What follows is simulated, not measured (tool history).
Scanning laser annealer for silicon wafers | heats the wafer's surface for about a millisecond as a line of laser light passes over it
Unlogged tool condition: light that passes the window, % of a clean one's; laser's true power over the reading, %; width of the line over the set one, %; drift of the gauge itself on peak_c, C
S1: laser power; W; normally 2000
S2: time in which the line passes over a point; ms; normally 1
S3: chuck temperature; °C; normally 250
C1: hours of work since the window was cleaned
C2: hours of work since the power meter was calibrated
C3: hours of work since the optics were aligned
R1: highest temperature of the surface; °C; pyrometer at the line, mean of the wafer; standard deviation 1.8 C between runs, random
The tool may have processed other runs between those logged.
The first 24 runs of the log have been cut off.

Run 25, day 59.138: usual settings but S2 1.15 ms, S3 275 °C; C1 337; C2 1833; C3 70. Result: R1 1093 °C.
Run 26, day 60.971: usual settings but S2 1.15 ms, S3 275 °C; C1 363; C2 1859; C3 96. Result: R1 1094 °C.
Run 27, day 63.462: usual settings but S1 2085 W, S2 1.22 ms, S3 275 °C; C1 399; C2 1895; C3 132. Result: R1 1161 °C.
Run 28, day 66.392: usual settings but S1 1752 W; C1 441; C2 1937; C3 174. Result: R1 911 °C.
Run 29, day 68: usual settings but S1 1752 W, S2 1.17 ms, S3 252 °C; C1 463; C2 1960; C3 197. Result: R1 976 °C.
Run 30, day 70.096: usual settings but S1 1752 W, S2 1.17 ms, S3 252 °C; C1 493; C2 1989; C3 226. Result: R1 975 °C.
Run 31, day 72.883: usual settings but S2 1.13 ms, S3 289 °C; C1 533; C2 2029; C3 266. Result: R1 1103 °C.
Run 32, day 74.633: usual settings but S2 1.13 ms, S3 289 °C; C1 558; C2 2054; C3 291. Result: R1 1100 °C.
Run 33, day 77.179: usual settings but S1 1702 W, S2 0.92 ms, S3 225 °C; C1 594; C2 2091; C3 327. Result: R1 837 °C.
Run 34, day 78.662: usual settings but S1 2179 W, S2 0.94 ms, S3 225 °C; C1 616; C2 2112; C3 349. Result: R1 1020 °C.
Run 35, day 80.129: usual settings but S1 2024 W, S2 1.02 ms, S3 277 °C; C1 637; C2 2133; C3 370. Result: R1 1051 °C.

Predict each of these 5 candidate next runs independently; none follows another, all start after run 35:
Run A, day 83.062: usual settings; C1 678; C2 2174; C3 411. Result: R1 ?.
Run B, day 83.062: usual settings but S2 0.89 ms; C1 678; C2 2174; C3 411. Result: R1 ?.
Run C, day 83.062: usual settings but S1 2033 W; C1 678; C2 2174; C3 411. Result: R1 ?.
Run D, day 83.062: usual settings but S1 1731 W, S2 0.83 ms, S3 242 °C; C1 678; C2 2174; C3 411. Result: R1 ?.
Run E, day 83.062: usual settings but S1 2041 W, S3 288 °C; C1 678; C2 2174; C3 411. Result: R1 ?.

run    R1
  A  1006
  B   954
  C  1015
  D   830
  E  1057
With no hidden state in the tool, these same runs would have given:
run    R1
  A  1007
  B   955
  C  1016
  D   831
  E  1058

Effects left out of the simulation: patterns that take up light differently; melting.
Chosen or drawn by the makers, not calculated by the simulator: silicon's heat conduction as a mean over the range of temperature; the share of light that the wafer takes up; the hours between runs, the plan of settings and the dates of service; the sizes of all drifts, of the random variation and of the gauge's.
